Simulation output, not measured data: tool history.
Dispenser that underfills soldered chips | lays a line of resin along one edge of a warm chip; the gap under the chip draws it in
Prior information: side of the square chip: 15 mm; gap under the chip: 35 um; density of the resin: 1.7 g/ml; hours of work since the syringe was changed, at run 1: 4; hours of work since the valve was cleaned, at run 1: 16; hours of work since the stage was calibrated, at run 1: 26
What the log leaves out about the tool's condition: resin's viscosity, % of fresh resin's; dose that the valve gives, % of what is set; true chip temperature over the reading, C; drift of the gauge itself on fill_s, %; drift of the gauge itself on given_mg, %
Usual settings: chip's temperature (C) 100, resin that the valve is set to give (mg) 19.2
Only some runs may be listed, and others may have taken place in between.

run   hour  chip's temperature (C)  resin that the valve is set to give (mg)  hours of work since the syringe was changed  hours of work since the valve was cleaned  hours of work since the stage was calibrated  time until the resin shows at the far edge (s)  resin that the valve gave (mg)
  1    0.0                     100                                      19.2                                            4                                         16                                            26                                           410.6                           18.95
  2    7.4                     100                                      19.2                                            8                                         21                                            31                                           513.4                           18.91
      10.3  -- new syringe of resin
  3   13.0                     100                                      19.2                                            2                                         24                                            34                                           381.7                           18.80
  4   18.0                     100                                      19.2                                            5                                         28                                            38                                           442.9                           18.78
      26.3  -- new syringe of resin
  5   29.8                     100                                      19.2                                            2                                         35                                            45                                           390.4                           18.58
  6   39.0                     100                                      19.2                                            8                                         41                                            51                                           508.9                           18.51
      42.1  -- new syringe of resin
  7   47.1                     100                                      19.2                                            3                                         46                                            56                                           405.6                           18.43
      51.4  -- dispensing valve cleaned and set on the balance
  8   57.8                     100                                      19.2                                            9                                          4                                            62                                           527.8                           18.92
      59.0  -- new syringe of resin
  9   62.9                     100                                      19.2                                            3                                          7                                            65                                           389.6                           18.88
 10   74.0                     100                                      22.5                                           10                                         14                                            73                                           514.4                           22.10
      75.3  -- new syringe of resin
 11   80.4                     101                                      22.5                                            3                                         18                                            77                                           373.5                           22.01
 12   86.5                     100                                      18.8                                            7                                         22                                            81                                           491.9                           18.20
      91.4  -- new syringe of resin
 13   95.4                      92                                      21.8                                            3                                         28                                            86                                           552.7                           21.09
 14  101.4                      99                                      20.6                                            6                                         32                                            90                                           488.1                           19.82
     107.2  -- new syringe of resin
 15  113.4                     100                                      20.9                                            4                                         39                                            98                                           419.7                           19.99

For each entry between runs, how does the tool's hidden state at the last listed run before it compare with that at the first listed run after it?
After run 2, before run 3: new syringe of resin (hour 10.3)
  resin's viscosity, % of fresh resin's: 147.1 -> 109.1; dose that the valve gives, % of what is set: 98.18 -> 97.88; true chip temperature over the reading, C: 0.32 -> 0.34
  measured less the result without the state, time until the resin shows at the far edge (s): +160.6 -> +28.0; resin that the valve gave (mg): -0.34 -> -0.41
After run 4, before run 5: new syringe of resin (hour 26.3)
  resin's viscosity, % of fresh resin's: 126.5 -> 110.8; dose that the valve gives, % of what is set: 97.58 -> 96.84; true chip temperature over the reading, C: 0.35 -> 0.39
  measured less the result without the state, time until the resin shows at the far edge (s): +89.0 -> +34.5; resin that the valve gave (mg): -0.46 -> -0.61
After run 6, before run 7: new syringe of resin (hour 42.1)
  resin's viscosity, % of fresh resin's: 146.2 -> 114.5; dose that the valve gives, % of what is set: 96.26 -> 95.84; true chip temperature over the reading, C: 0.41 -> 0.44
  measured less the result without the state, time until the resin shows at the far edge (s): +157.2 -> +47.8; resin that the valve gave (mg): -0.72 -> -0.80
After run 7, before run 8: dispensing valve cleaned and set on the balance (hour 51.4)
  resin's viscosity, % of fresh resin's: 114.5 -> 153.1; dose that the valve gives, % of what is set: 95.84 -> 99.1; true chip temperature over the reading, C: 0.44 -> 0.46
  measured less the result without the state, time until the resin shows at the far edge (s): +47.8 -> +176.7; resin that the valve gave (mg): -0.80 -> -0.17
After run 8, before run 9: new syringe of resin (hour 59.0)
  resin's viscosity, % of fresh resin's: 153.1 -> 111.1; dose that the valve gives, % of what is set: 99.1 -> 98.8; true chip temperature over the reading, C: 0.46 -> 0.48
  measured less the result without the state, time until the resin shows at the far edge (s): +176.7 -> +32.5; resin that the valve gave (mg): -0.17 -> -0.22
After run 10, before run 11: new syringe of resin (hour 75.3)
  resin's viscosity, % of fresh resin's: 154.9 -> 116.1; dose that the valve gives, % of what is set: 98.1 -> 97.73; true chip temperature over the reading, C: 0.51 -> 0.53
  measured less the result without the state, time until the resin shows at the far edge (s): +175.5 -> +45.1; resin that the valve gave (mg): -0.43 -> -0.51
After run 12, before run 13: new syringe of resin (hour 91.4)
  resin's viscosity, % of fresh resin's: 139.5 -> 113.7; dose that the valve gives, % of what is set: 97.33 -> 96.82; true chip temperature over the reading, C: 0.54 -> 0.57
  measured less the result without the state, time until the resin shows at the far edge (s): +132.9 -> +55.7; resin that the valve gave (mg): -0.50 -> -0.69
After run 14, before run 15: new syringe of resin (hour 107.2)
  resin's viscosity, % of fresh resin's: 136.1 -> 123; dose that the valve gives, % of what is set: 96.45 -> 95.7; true chip temperature over the reading, C: 0.58 -> 0.62
  measured less the result without the state, time until the resin shows at the far edge (s): +122.5 -> +71.4; resin that the valve gave (mg): -0.73 -> -0.89
